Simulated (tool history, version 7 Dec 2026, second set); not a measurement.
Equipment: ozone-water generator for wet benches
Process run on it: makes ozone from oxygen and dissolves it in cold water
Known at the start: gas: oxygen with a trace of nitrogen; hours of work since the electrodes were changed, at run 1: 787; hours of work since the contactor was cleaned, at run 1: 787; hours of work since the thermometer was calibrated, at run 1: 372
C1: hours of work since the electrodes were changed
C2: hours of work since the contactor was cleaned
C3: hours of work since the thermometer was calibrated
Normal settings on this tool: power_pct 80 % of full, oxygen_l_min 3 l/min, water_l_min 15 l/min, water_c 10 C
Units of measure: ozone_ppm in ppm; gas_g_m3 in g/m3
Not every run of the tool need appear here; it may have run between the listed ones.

{"run": 1, "hour": 0.0, "power_pct": 80, "oxygen_l_min": 3, "water_l_min": 15, "water_c": 10, "C1": 787, "C2": 787, "C3": 372, "ozone_ppm": 18.7, "gas_g_m3": 187.2}
{"run": 2, "hour": 75.1, "power_pct": 80, "oxygen_l_min": 3, "water_l_min": 15, "water_c": 10, "C1": 856, "C2": 856, "C3": 441, "ozone_ppm": 18.8, "gas_g_m3": 186.5}
{"run": 3, "hour": 140.1, "power_pct": 80, "oxygen_l_min": 3, "water_l_min": 15, "water_c": 10, "C1": 917, "C2": 917, "C3": 501, "ozone_ppm": 18.7, "gas_g_m3": 185.3}
{"run": 4, "hour": 192.8, "power_pct": 80, "oxygen_l_min": 3, "water_l_min": 15, "water_c": 10, "C1": 965, "C2": 965, "C3": 550, "ozone_ppm": 18.8, "gas_g_m3": 185.4}
{"run": 5, "hour": 256.7, "power_pct": 80, "oxygen_l_min": 3, "water_l_min": 15, "water_c": 10, "C1": 1025, "C2": 1025, "C3": 609, "ozone_ppm": 18.8, "gas_g_m3": 186}
{"run": 6, "hour": 366.3, "power_pct": 80, "oxygen_l_min": 4.87, "water_l_min": 15, "water_c": 10, "C1": 1126, "C2": 1126, "C3": 711, "ozone_ppm": 21, "gas_g_m3": 152.9}
{"run": 7, "hour": 424.8, "power_pct": 80, "oxygen_l_min": 3, "water_l_min": 15, "water_c": 10, "C1": 1180, "C2": 1180, "C3": 765, "ozone_ppm": 18.6, "gas_g_m3": 184.5}
{"run": 8, "hour": 489.5, "power_pct": 80, "oxygen_l_min": 3, "water_l_min": 15, "water_c": 10, "C1": 1240, "C2": 1240, "C3": 825, "ozone_ppm": 18.7, "gas_g_m3": 182.2}
{"run": 9, "hour": 567.1, "power_pct": 80, "oxygen_l_min": 3, "water_l_min": 15, "water_c": 10, "C1": 1312, "C2": 1312, "C3": 897, "ozone_ppm": 18.5, "gas_g_m3": 184}
{"run": 10, "hour": 677.4, "power_pct": 80, "oxygen_l_min": 3, "water_l_min": 15, "water_c": 10, "C1": 1414, "C2": 1414, "C3": 999, "ozone_ppm": 18.6, "gas_g_m3": 183.3}
{"run": 11, "hour": 792.7, "power_pct": 80, "oxygen_l_min": 3, "water_l_min": 15, "water_c": 10, "C1": 1521, "C2": 1521, "C3": 1106, "ozone_ppm": 18.8, "gas_g_m3": 183}
{"run": 12, "hour": 908.8, "power_pct": 80, "oxygen_l_min": 3, "water_l_min": 12, "water_c": 10, "C1": 1629, "C2": 1629, "C3": 1214, "ozone_ppm": 22.3, "gas_g_m3": 184.5}
{"run": 13, "hour": 1002.2, "power_pct": 80, "oxygen_l_min": 3, "water_l_min": 13, "water_c": 10, "C1": 1715, "C2": 1715, "C3": 1300, "ozone_ppm": 21.1, "gas_g_m3": 181.8}
{"hour": 1068.2, "done": "gauge calibrated"}
{"run": 14, "hour": 1074.2, "power_pct": 85, "oxygen_l_min": 3, "water_l_min": 15, "water_c": 10, "C1": 1782, "C2": 1782, "C3": 1367, "ozone_ppm": 19.3, "gas_g_m3": 193.2}
{"run": 15, "hour": 1130.3, "power_pct": 80, "oxygen_l_min": 3.4, "water_l_min": 15, "water_c": 10, "C1": 1834, "C2": 1834, "C3": 1419, "ozone_ppm": 19.3, "gas_g_m3": 177.7}
{"run": 16, "hour": 1234.8, "power_pct": 80, "oxygen_l_min": 3.4, "water_l_min": 15, "water_c": 10, "C1": 1931, "C2": 1931, "C3": 1515, "ozone_ppm": 19.4, "gas_g_m3": 176.1}
{"run": 17, "hour": 1300.2, "power_pct": 50, "oxygen_l_min": 4.01, "water_l_min": 14, "water_c": 7, "C1": 1991, "C2": 1991, "C3": 1576, "ozone_ppm": 16.6, "gas_g_m3": 125.4}
{"run": 18, "hour": 1426.0, "power_pct": 50, "oxygen_l_min": 4.01, "water_l_min": 14, "water_c": 7, "C1": 2108, "C2": 2108, "C3": 1693, "ozone_ppm": 16.7, "gas_g_m3": 125.1}
{"run": 19, "hour": 1536.8, "power_pct": 50, "oxygen_l_min": 4.01, "water_l_min": 14, "water_c": 7, "C1": 2210, "C2": 2210, "C3": 1795, "ozone_ppm": 16.6, "gas_g_m3": 125}
{"run": 20, "hour": 1627.4, "power_pct": 80, "oxygen_l_min": 3, "water_l_min": 20, "water_c": 11, "C1": 2294, "C2": 2294, "C3": 1879, "ozone_ppm": 14.5, "gas_g_m3": 183.2}
{"run": 21, "hour": 1680.7, "power_pct": 97, "oxygen_l_min": 2.39, "water_l_min": 10, "water_c": 15, "C1": 2344, "C2": 2344, "C3": 1929, "ozone_ppm": 25.7, "gas_g_m3": 226.1}
{"run": 22, "hour": 1786.5, "power_pct": 50, "oxygen_l_min": 3.08, "water_l_min": 10, "water_c": 6, "C1": 2442, "C2": 2442, "C3": 2027, "ozone_ppm": 20.6, "gas_g_m3": 136.7}
{"run": 23, "hour": 1870.8, "power_pct": 80, "oxygen_l_min": 3, "water_l_min": 15, "water_c": 15, "C1": 2520, "C2": 2520, "C3": 2105, "ozone_ppm": 17.5, "gas_g_m3": 182.2}

Run 24 has not been measured yet. What should we expect?
{"run": 24, "hour": 1982.3, "power_pct": 80, "oxygen_l_min": 3, "water_l_min": 15, "water_c": 15, "C1": 2623, "C2": 2623, "C3": 2208, "ozone_ppm": "?", "gas_g_m3": "?"}

{"run 24": {"ozone_ppm": 17.4, "gas_g_m3": 183.6}}
With no hidden state in the tool, this same run would have given ozone_ppm 17.4 ppm, gas_g_m3 188.4 g/m3.
